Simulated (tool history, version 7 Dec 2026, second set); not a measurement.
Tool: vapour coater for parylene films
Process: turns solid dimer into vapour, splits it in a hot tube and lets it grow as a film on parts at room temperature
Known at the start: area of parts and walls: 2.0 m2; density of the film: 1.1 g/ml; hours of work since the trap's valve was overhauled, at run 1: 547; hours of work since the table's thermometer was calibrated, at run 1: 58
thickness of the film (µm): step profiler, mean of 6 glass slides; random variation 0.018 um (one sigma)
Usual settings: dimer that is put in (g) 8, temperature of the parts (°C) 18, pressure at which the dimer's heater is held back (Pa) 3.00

run,hour,dimer that is put in (g),temperature of the parts (°C),pressure at which the dimer's heater is held back (Pa),hours of work since the trap's valve was overhauled,hours of work since the table's thermometer was calibrated,thickness of the film (µm)
1,0.0,8,18,3.00,547,58,1.87
2,10.9,7,18,3.00,556,67,1.66
3,27.2,8,18,3.00,570,81,1.87
4,36.2,8,18,3.00,578,89,1.89
5,45.3,5,18,3.00,586,96,1.21
6,59.9,8,18,2.23,598,109,2.01
7,77.0,8,18,2.23,613,124,2.01
8,91.4,8,18,2.23,625,136,1.98
9,105.5,8,18,2.23,637,148,1.97
10,124.0,8,18,2.23,653,164,2.00
# hour 136.4: trap's valve overhauled
11,143.7,8,18,2.23,6,177,2.20
12,162.7,8,18,2.23,22,194,2.23
13,181.6,8,16,2.23,39,210,2.29
14,198.4,8,16,2.23,53,224,2.33
15,215.8,8,16,2.23,68,239,2.28
16,229.1,8,16,2.23,79,250,2.32
17,241.8,8,16,2.23,90,261,2.28
18,252.9,8,16,2.23,100,271,2.29
19,270.8,8,16,2.23,115,286,2.28
20,290.0,8,16,3.00,132,303,2.13
21,308.2,6,18,4.77,147,318,1.37
22,323.6,6,13,4.77,160,331,1.52
23,339.0,6,28,4.77,174,345,1.06
24,357.5,10,15,3.00,189,360,2.70
25,368.5,5,18,2.50,199,370,1.30
26,385.4,5,18,2.50,213,384,1.32
27,399.3,5,18,2.50,225,396,1.29
28,408.5,8,11,7.66,233,404,1.88
29,422.1,8,18,4.69,245,416,1.77
30,437.0,8,18,4.69,258,429,1.76
31,447.8,8,18,4.69,267,438,1.77
32,458.5,9,18,2.40,276,447,2.36
33,471.2,9,18,2.40,287,458,2.33
34,479.4,5,18,5.03,294,465,1.09
35,494.7,5,18,5.03,307,478,1.10
36,505.6,6,21,5.62,316,487,1.18
37,517.1,6,21,5.62,326,497,1.18
38,533.8,3,14,5.62,340,511,0.71

3 ways to go on from here, each from the tool as it stands after run 38. What would each give?
A,550.4,13,28,2.43,355,526,?
B,550.4,3,14,3.33,355,526,?
C,550.4,7,19,2.26,355,526,?

run,thickness of the film (µm)
A,2.63
B,0.78
C,1.80
Without the tool's hidden state the same runs would have given:
run,thickness of the film (µm)
A,2.77
B,0.83
C,1.89

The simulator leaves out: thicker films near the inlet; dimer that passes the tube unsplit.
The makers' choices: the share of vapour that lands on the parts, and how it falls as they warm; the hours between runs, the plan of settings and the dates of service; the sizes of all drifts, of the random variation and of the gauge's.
